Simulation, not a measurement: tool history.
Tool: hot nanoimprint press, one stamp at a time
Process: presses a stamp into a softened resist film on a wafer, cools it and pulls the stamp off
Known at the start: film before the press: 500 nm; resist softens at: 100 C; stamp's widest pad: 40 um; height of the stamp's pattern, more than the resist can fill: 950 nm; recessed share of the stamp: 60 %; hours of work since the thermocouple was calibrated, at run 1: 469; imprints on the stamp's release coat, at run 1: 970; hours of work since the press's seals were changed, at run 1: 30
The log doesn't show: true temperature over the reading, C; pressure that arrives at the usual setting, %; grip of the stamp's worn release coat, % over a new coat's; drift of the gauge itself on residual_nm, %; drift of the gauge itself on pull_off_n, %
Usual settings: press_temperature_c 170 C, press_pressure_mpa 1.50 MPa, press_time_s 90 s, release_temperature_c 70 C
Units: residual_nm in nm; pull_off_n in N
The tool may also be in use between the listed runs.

run	hour	press_temperature_c	press_pressure_mpa	press_time_s	release_temperature_c	hours of work since the thermocouple was calibrated	imprints on the stamp's release coat	hours of work since the press's seals were changed	residual_nm	pull_off_n
1	0.0	170	1.50	90	70	469	970	30	205.6	164
2	6.5	170	1.50	90	67	472	984	33	206.2	180
3	11.4	170	1.53	90	70	474	995	35	203.4	171
4	16.6	170	1.54	90	70	477	1007	38	202.9	166
5	23.3	170	1.50	103	70	480	1022	41	197.0	173
6	31.6	170	1.50	103	70	484	1040	45	197.3	162
7	39.0	175	1.50	90	70	487	1056	48	178.4	166
8	43.6	175	1.50	90	70	489	1067	50	179.3	170
9	52.6	170	1.50	90	70	494	1086	55	206.1	169
10	57.9	170	1.50	90	62	496	1098	57	205.4	211
11	65.4	170	1.55	90	64	500	1115	61	202.2	194
12	73.9	170	1.50	135	58	504	1134	65	179.4	232
13	79.1	172	0.91	172	76	506	1145	67	211.8	144
14	84.2	170	1.50	90	57	509	1156	70	206.0	236
15	92.3	170	2.17	90	65	513	1174	74	164.9	189
16	97.0	170	2.17	90	65	515	1185	76	165.0	190
17	105.3	170	2.17	90	65	519	1203	80	165.6	201
18	115.8	170	2.17	90	65	524	1226	85	165.2	191
19	123.3	160	1.50	100	70	527	1243	88	266.3	176

4 ways to go on from here, each from the tool as it stands after run 19. What would each give?
A	133.3	167	1.50	100	70	532	1265	93	?	?
B	133.3	169	1.55	61	70	532	1265	93	?	?
C	133.3	170	1.57	46	70	532	1265	93	?	?
D	133.3	170	1.68	90	70	532	1265	93	?	?

run	residual_nm	pull_off_n
A	217.3	171
B	235.6	169
C	248.8	174
D	192.1	168
Without the tool's hidden state the same runs would have given:
run	residual_nm	pull_off_n
A	217.8	168
B	236.1	167
C	249.3	172
D	192.5	166

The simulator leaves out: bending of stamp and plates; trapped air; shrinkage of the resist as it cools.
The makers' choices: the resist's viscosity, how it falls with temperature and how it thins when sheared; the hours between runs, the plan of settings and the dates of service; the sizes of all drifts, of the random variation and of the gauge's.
